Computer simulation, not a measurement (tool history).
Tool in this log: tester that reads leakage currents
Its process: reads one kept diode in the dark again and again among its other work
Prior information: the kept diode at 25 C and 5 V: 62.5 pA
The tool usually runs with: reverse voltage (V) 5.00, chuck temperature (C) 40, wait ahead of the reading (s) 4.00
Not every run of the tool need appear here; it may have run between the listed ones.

run   hour  reverse voltage (V)  chuck temperature (C)  wait ahead of the reading (s)  current that the tester gives (pA)
  1    0.0                 5.00                     40                           4.00                              214.27
  2   51.0                 5.00                     40                           4.00                              214.71
  3   83.2                 5.00                     40                           4.00                              214.72
     108.7  -- probe card cleaned and baked
  4  132.7                 5.00                     40                           4.00                              217.15
  5  178.7                 5.00                     59                           4.00                              808.25
  6  217.9                 5.00                     40                           4.00                              217.25
  7  261.3                 5.00                     40                           4.00                              217.79
  8  299.3                 5.00                     40                           4.00                              217.62
  9  343.5                13.76                     56                           4.00                              940.47
     350.4  -- probe card cleaned and baked, once more
 10  394.1                 4.52                     37                           0.66                              166.47
 11  420.6                 7.40                     38                           0.35                              214.43
     430.4  -- chuck's temperature calibrated
 12  466.9                 7.40                     38                           0.35                              200.45
 13  497.1                10.33                     40                           1.45                              256.36
 14  540.6                19.28                     23                           2.63                               85.56
 15  571.4                12.36                     40                           0.47                              278.22

3 ways to go on from here, each from the tool as it stands after run 15. What would each give?
  A  611.1                 2.88                     26                           0.68                                   ?
  B  611.1                 6.53                     40                           4.00                                   ?
  C  611.1                 3.15                     31                           7.26                                   ?

run  current that the tester gives (pA)
  A                               56.52
  B                              219.13
  C                               85.35
With the hidden condition removed and each run's random variation left untouched, the same runs would have given:
run  current that the tester gives (pA)
  A                               57.46
  B                              222.90
  C                               86.85

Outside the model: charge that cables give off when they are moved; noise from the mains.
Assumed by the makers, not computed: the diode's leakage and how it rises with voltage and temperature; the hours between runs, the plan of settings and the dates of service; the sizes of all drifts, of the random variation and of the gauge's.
